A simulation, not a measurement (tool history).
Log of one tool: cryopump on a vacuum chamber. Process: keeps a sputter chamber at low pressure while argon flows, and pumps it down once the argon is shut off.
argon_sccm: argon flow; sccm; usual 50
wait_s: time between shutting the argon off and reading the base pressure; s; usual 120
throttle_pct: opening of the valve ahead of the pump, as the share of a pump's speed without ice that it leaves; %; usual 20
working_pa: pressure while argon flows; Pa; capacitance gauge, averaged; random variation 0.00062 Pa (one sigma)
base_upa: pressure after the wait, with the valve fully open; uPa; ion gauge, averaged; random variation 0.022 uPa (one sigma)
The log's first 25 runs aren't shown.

run,hour,argon_sccm,wait_s,throttle_pct,working_pa,base_upa
26,1370.7,26,28,15,0.2006,2.17
27,1423.7,26,28,15,0.2011,2.19
28,1475.8,34,24,45,0.0908,2.49
29,1530.8,34,24,45,0.0922,2.52
30,1600.8,73,160,23,0.3744,1
# hour 1641.1: pump warmed up, emptied and cooled again
31,1675.5,96,82,23,0.4769,1.27
32,1736.3,60,34,16,0.4286,2.01
33,1789,60,34,16,0.4303,2.11

Forecast each of these 3 alternatives for the next run:
A,1851.2,37,120,42,?,?
B,1851.2,52,120,20,?,?
C,1851.2,75,120,20,?,?

run,working_pa,base_upa
A,0.1025,1.14
B,0.2982,1.15
C,0.4309,1.21
Without the tool's hidden state the same runs would have given:
run,working_pa,base_upa
A,0.1002,0.53
B,0.2949,0.55
C,0.4262,0.59

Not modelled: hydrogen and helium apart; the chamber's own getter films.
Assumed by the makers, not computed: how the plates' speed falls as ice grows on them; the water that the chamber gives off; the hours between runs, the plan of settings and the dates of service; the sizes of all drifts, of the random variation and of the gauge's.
